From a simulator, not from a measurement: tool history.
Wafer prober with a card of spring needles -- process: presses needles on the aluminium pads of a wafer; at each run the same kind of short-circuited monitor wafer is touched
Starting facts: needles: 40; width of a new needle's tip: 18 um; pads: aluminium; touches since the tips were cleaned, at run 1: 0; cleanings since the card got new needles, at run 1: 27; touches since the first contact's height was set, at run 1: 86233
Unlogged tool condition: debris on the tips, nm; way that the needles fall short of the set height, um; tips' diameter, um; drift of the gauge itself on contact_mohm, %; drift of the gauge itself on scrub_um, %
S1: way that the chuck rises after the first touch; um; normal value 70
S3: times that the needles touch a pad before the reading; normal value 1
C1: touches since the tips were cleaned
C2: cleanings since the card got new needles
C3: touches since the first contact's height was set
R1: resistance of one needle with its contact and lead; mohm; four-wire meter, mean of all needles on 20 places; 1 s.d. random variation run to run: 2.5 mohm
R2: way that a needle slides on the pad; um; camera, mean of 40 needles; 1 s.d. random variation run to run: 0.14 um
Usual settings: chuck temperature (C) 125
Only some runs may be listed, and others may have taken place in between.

Run 1, hour 0.0: usual settings; C1 0; C2 27; C3 86233. Result: R1 290 mohm, R2 12.15 um.
At hour 14.8: tips cleaned on abrasive film.
Run 2, hour 26.1: usual settings; C1 2374; C2 28; C3 91690. Result: R1 337 mohm, R2 12.24 um.
At hour 28.9: tips cleaned on abrasive film.
At hour 43.2: tips cleaned on abrasive film.
Run 3, hour 50.9: usual settings; C1 1611; C2 30; C3 96852. Result: R1 328 mohm, R2 12.33 um.
At hour 57.5: tips cleaned on abrasive film.
Run 4, hour 63.6: usual settings; C1 1285; C2 31; C3 99506. Result: R1 321 mohm, R2 12.17 um.
At hour 72.4: tips cleaned on abrasive film.
Run 5, hour 75.4: usual settings; C1 624; C2 32; C3 101964. Result: R1 315 mohm, R2 11.81 um.
At hour 87.1: tips cleaned on abrasive film.
Run 6, hour 91.9: usual settings; C1 1000; C2 33; C3 105405. Result: R1 320 mohm, R2 12.11 um.
At hour 100.5: tips cleaned on abrasive film.
At hour 114.9: tips cleaned on abrasive film.
Run 7, hour 117.1: usual settings; C1 475; C2 35; C3 110659. Result: R1 310 mohm, R2 12.14 um.
At hour 129.4: tips cleaned on abrasive film.
Run 8, hour 141.1: usual settings; C1 2461; C2 36; C3 115678. Result: R1 334 mohm, R2 11.78 um.
At hour 144.5: tips cleaned on abrasive film.
Run 9, hour 153.8: usual settings; C1 1944; C2 37; C3 118312. Result: R1 323 mohm, R2 12.04 um.
At hour 157.9: tips cleaned on abrasive film.
Run 10, hour 168.0: usual settings but chuck temperature (C) 40; C1 2123; C2 38; C3 121293. Result: R1 315 mohm, R2 12.00 um.
At hour 171.5: tips cleaned on abrasive film.
Run 11, hour 180.8: usual settings but chuck temperature (C) 80; C1 1938; C2 39; C3 123940. Result: R1 316 mohm, R2 11.93 um.
At hour 185.5: tips cleaned on abrasive film.
At hour 199.3: tips cleaned on abrasive film.
Run 12, hour 204.9: usual settings but chuck temperature (C) 80; C1 1179; C2 41; C3 128976. Result: R1 315 mohm, R2 12.03 um.
At hour 213.4: tips cleaned on abrasive film.
Run 13, hour 226.6: usual settings but chuck temperature (C) 80; C1 2776; C2 42; C3 133506. Result: R1 328 mohm, R2 12.11 um.
At hour 229.1: tips cleaned on abrasive film.
At hour 243.3: tips cleaned on abrasive film.
Run 14, hour 249.4: usual settings but S1 60 um, chuck temperature (C) 80; C1 1291; C2 44; C3 138252. Result: R1 332 mohm, R2 10.01 um.
At hour 258.5: tips cleaned on abrasive film.
Run 15, hour 270.0: usual settings but S1 60 um, chuck temperature (C) 80; C1 2405; C2 45; C3 142553. Result: R1 349 mohm, R2 10.30 um.
At hour 273.9: tips cleaned on abrasive film.
At hour 287.6: tips cleaned on abrasive film.
Run 16, hour 295.4: usual settings but S1 60 um, chuck temperature (C) 52, S3 3; C1 1633; C2 47; C3 147846. Result: R1 297 mohm, R2 9.89 um.
At hour 301.3: tips cleaned on abrasive film.
At hour 315.3: tips cleaned on abrasive film.
Run 17, hour 319.8: usual settings but S1 60 um, chuck temperature (C) 52, S3 2; C1 947; C2 49; C3 152933. Result: R1 296 mohm, R2 9.88 um.
At hour 328.7: tips cleaned on abrasive film.
Run 18, hour 341.2: usual settings but S1 60 um, chuck temperature (C) 52, S3 2; C1 2617; C2 50; C3 157402. Result: R1 316 mohm, R2 9.97 um.
At hour 343.7: tips cleaned on abrasive film.
Run 19, hour 352.3: usual settings but S1 60 um, chuck temperature (C) 52, S3 2; C1 1802; C2 51; C3 159707. Result: R1 308 mohm, R2 10.05 um.
At hour 359.0: tips cleaned on abrasive film.
At hour 373.3: tips cleaned on abrasive film.
Run 20, hour 377.8: usual settings but S1 52 um, chuck temperature (C) 26, S3 2; C1 938; C2 53; C3 165023. Result: R1 304 mohm, R2 8.37 um.
At hour 387.7: tips cleaned on abrasive film.
Run 21, hour 400.2: usual settings but S1 53 um, chuck temperature (C) 77, S3 2; C1 2621; C2 54; C3 169700. Result: R1 344 mohm, R2 8.63 um.
At hour 402.2: tips cleaned on abrasive film.
Run 22, hour 414.9: usual settings but S1 69 um, chuck temperature (C) 96, S3 2; C1 2673; C2 55; C3 172784. Result: R1 316 mohm, R2 11.44 um.
At hour 417.4: tips cleaned on abrasive film.
At hour 431.9: tips cleaned on abrasive film.
Run 23, hour 432.5: usual settings but S1 85 um; C1 131; C2 57; C3 176432. Result: R1 297 mohm, R2 13.89 um.
At hour 446.3: tips cleaned on abrasive film.
Run 24, hour 449.9: usual settings but S1 85 um; C1 750; C2 58; C3 180064. Result: R1 309 mohm, R2 14.60 um.
At hour 461.3: tips cleaned on abrasive film.
Run 25, hour 468.6: usual settings; C1 1538; C2 59; C3 183969. Result: R1 331 mohm, R2 11.54 um.
At hour 474.7: tips cleaned on abrasive film.
Run 26, hour 487.9: usual settings but chuck temperature (C) 70, S3 3; C1 2766; C2 60; C3 188004. Result: R1 298 mohm, R2 11.56 um.
At hour 489.9: tips cleaned on abrasive film.
At hour 503.8: tips cleaned on abrasive film.
Run 27, hour 513.5: usual settings but chuck temperature (C) 65; C1 2044; C2 62; C3 193342. Result: R1 335 mohm, R2 11.56 um.
At hour 518.1: tips cleaned on abrasive film.
Run 28, hour 530.1: usual settings but chuck temperature (C) 27; C1 2525; C2 63; C3 196796. Result: R1 323 mohm, R2 11.61 um.

3 ways to go on from here, each from the tool as it stands after run 28. What would each give?
At hour 532.0: tips cleaned on abrasive film.
At hour 546.1: tips cleaned on abrasive film.
Run A, hour 554.8: usual settings but S1 58 um, chuck temperature (C) 36; C1 1836; C2 65; C3 201950. Result: R1 ?, R2 ?.
At hour 532.0: tips cleaned on abrasive film.
At hour 546.1: tips cleaned on abrasive film.
Run B, hour 554.8: usual settings but chuck temperature (C) 46, S3 3; C1 1836; C2 65; C3 201950. Result: R1 ?, R2 ?.
At hour 532.0: tips cleaned on abrasive film.
At hour 546.1: tips cleaned on abrasive film.
Run C, hour 554.8: usual settings but S1 82 um, chuck temperature (C) 110, S3 2; C1 1836; C2 65; C3 201950. Result: R1 ?, R2 ?.

run   R1     R2
  A  340   9.35
  B  290  11.39
  C  306  13.69
Without the tool's unlogged condition, the same runs would have read:
run   R1     R2
  A  262  10.74
  B  268  12.75
  C  282  15.04
